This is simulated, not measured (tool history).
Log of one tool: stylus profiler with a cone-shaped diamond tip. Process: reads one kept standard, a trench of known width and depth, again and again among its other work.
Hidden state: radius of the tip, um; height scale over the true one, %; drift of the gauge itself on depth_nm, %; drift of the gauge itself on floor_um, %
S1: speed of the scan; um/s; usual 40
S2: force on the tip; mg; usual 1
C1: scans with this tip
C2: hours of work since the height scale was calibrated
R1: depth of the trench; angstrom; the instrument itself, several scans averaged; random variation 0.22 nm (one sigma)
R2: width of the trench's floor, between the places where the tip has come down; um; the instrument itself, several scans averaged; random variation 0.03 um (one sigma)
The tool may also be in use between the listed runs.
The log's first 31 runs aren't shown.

| run | hour | S1 | S2 | C1 | C2 | R1 | R2 |
|---|---|---|---|---|---|---|---|
| 32 | 565.3 | 37 | 0.95 | 5319 | 58 | 10076.5 | 42.64 |
| 33 | 582.9 | 37 | 0.95 | 5416 | 69 | 10077.8 | 42.62 |
|  | 600.3 | height scale calibrated on a step standard, once more |
| 34 | 601.1 | 136 | 2.94 | 5512 | 1 | 10116.8 | 42.35 |
| 35 | 619.6 | 17 | 2.56 | 5613 | 12 | 10106.4 | 42.73 |
| 36 | 635.8 | 17 | 1.75 | 5701 | 21 | 10088.3 | 42.71 |
| 37 | 657.9 | 35 | 1.07 | 5821 | 34 | 10058.3 | 42.58 |
| 38 | 683.2 | 54 | 1.17 | 5959 | 50 | 10065.8 | 42.48 |
| 39 | 702.8 | 80 | 1.21 | 6066 | 61 | 10069.6 | 42.23 |
| 40 | 716 | 12 | 1.26 | 6138 | 69 | 10074.2 | 42.65 |
| 41 | 739.1 | 12 | 1.26 | 6264 | 83 | 10069.1 | 42.57 |
| 42 | 751.2 | 11 | 0.43 | 6330 | 90 | 10038 | 42.58 |
| 43 | 765.5 | 11 | 0.43 | 6408 | 99 | 10039.5 | 42.59 |
| 44 | 790.7 | 114 | 1.62 | 6545 | 114 | 10089.6 | 42.08 |
| 45 | 814.8 | 114 | 1.62 | 6676 | 128 | 10079.4 | 42.06 |
| 46 | 828.9 | 114 | 1.62 | 6753 | 137 | 10085.8 | 42.03 |

4 ways to go on from here, each from the tool as it stands after run 46. What would each give?
| A | 854.4 | 102 | 0.54 | 6892 | 152 | ? | ? |
| B | 854.4 | 35 | 0.89 | 6892 | 152 | ? | ? |
| C | 854.4 | 46 | 2.18 | 6892 | 152 | ? | ? |
| D | 854.4 | 11 | 1 | 6892 | 152 | ? | ? |

| run | R1 | R2 |
|---|---|---|
| A | 10041.9 | 41.72 |
| B | 10059.7 | 42.39 |
| C | 10099.1 | 42.39 |
| D | 10066 | 42.49 |
Without the tool's hidden state the same runs would have given:
| run | R1 | R2 |
|---|---|---|
| A | 10035.8 | 43.14 |
| B | 10053.6 | 43.81 |
| C | 10093 | 43.8 |
| D | 10059.9 | 43.9 |
